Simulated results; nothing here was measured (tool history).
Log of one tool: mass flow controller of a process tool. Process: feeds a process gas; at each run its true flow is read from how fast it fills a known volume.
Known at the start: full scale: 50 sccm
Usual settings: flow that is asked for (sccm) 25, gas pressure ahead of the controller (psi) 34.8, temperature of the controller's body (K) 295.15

| run | day | flow that is asked for (sccm) | gas pressure ahead of the controller (psi) | temperature of the controller's body (K) | true flow (%) |
|---|---|---|---|---|---|
| 1 | 0 | 25 | 34.8 | 295.15 | 99.35 |
| 2 | 5.358 | 25 | 34.8 | 295.15 | 99.35 |
| 3 | 8.1 | 25 | 34.8 | 295.15 | 99.44 |
| 4 | 11.804 | 25 | 34.8 | 295.15 | 99.27 |
| 5 | 15.821 | 25 | 34.8 | 295.15 | 99.32 |
| 6 | 19.788 | 25 | 26 | 295.15 | 98.92 |
| 7 | 23.546 | 25 | 34.8 | 303.15 | 99.6 |
| 8 | 28.825 | 25 | 34.8 | 303.15 | 99.42 |
| 9 | 32.858 | 8 | 34.8 | 295.15 | 99.12 |
| 10 | 37.054 | 15 | 34.8 | 295.15 | 99.01 |
| 11 | 42.042 | 15 | 34.8 | 295.15 | 99.07 |
| 12 | 47.162 | 25 | 34.8 | 295.15 | 99.11 |
| 13 | 52.862 | 25 | 34.8 | 295.15 | 99.06 |
| 14 | 58.288 | 25 | 34.8 | 295.15 | 98.99 |
| 15 | 61.533 | 25 | 34.8 | 295.15 | 98.77 |
| 16 | 65.45 | 25 | 34.8 | 312.15 | 99.55 |
| 17 | 68.262 | 25 | 34.8 | 312.15 | 99.51 |
| 18 | 71.779 | 25 | 34.8 | 312.15 | 99.59 |
| 19 | 74.346 | 25 | 34.7 | 312.15 | 99.56 |
| 20 | 80.112 | 25 | 34.7 | 312.15 | 99.47 |
| 21 | 84.175 | 25 | 34.8 | 295.15 | 98.72 |
| 22 | 86.517 | 25 | 34.8 | 295.15 | 98.84 |
| 23 | 89.967 | 25 | 32.5 | 295.15 | 98.51 |
| 24 | 95.392 | 25 | 32.5 | 299.15 | 98.77 |
| 25 | 99.05 | 20 | 34.8 | 294.15 | 98.59 |
| 26 | 101.762 | 28 | 34.8 | 305.15 | 99.1 |
| 27 | 105.996 | 28 | 34.8 | 305.15 | 99.17 |
| 28 | 111.171 | 15 | 34.8 | 305.15 | 99 |
| 29 | 116.738 | 9 | 34.8 | 305.15 | 99.18 |
| 30 | 120.629 | 9 | 21.8 | 295.15 | 98.1 |
| 31 | 123.338 | 8 | 39 | 310.15 | 99.76 |
| 32 | 127.579 | 25 | 33.2 | 299.15 | 98.53 |
| 33 | 131.358 | 25 | 33.2 | 299.15 | 98.48 |
| 34 | 133.904 | 11 | 24.9 | 305.15 | 98.46 |
| 35 | 138.083 | 25 | 22.3 | 310.15 | 98.41 |
| 36 | 141.45 | 38 | 34.8 | 295.15 | 98.67 |
| 37 | 144.2 | 43 | 33.8 | 309.15 | 99.22 |
| 38 | 147.271 | 43 | 33.8 | 309.15 | 99.13 |

The next listed run, before its measurement:
| 39 | 152.983 | 43 | 33.8 | 309.15 | ? |

{"run 39": {"true flow (%)": 99.18}}
Without the tool's hidden state the same run would have given true flow (%) 100.43.

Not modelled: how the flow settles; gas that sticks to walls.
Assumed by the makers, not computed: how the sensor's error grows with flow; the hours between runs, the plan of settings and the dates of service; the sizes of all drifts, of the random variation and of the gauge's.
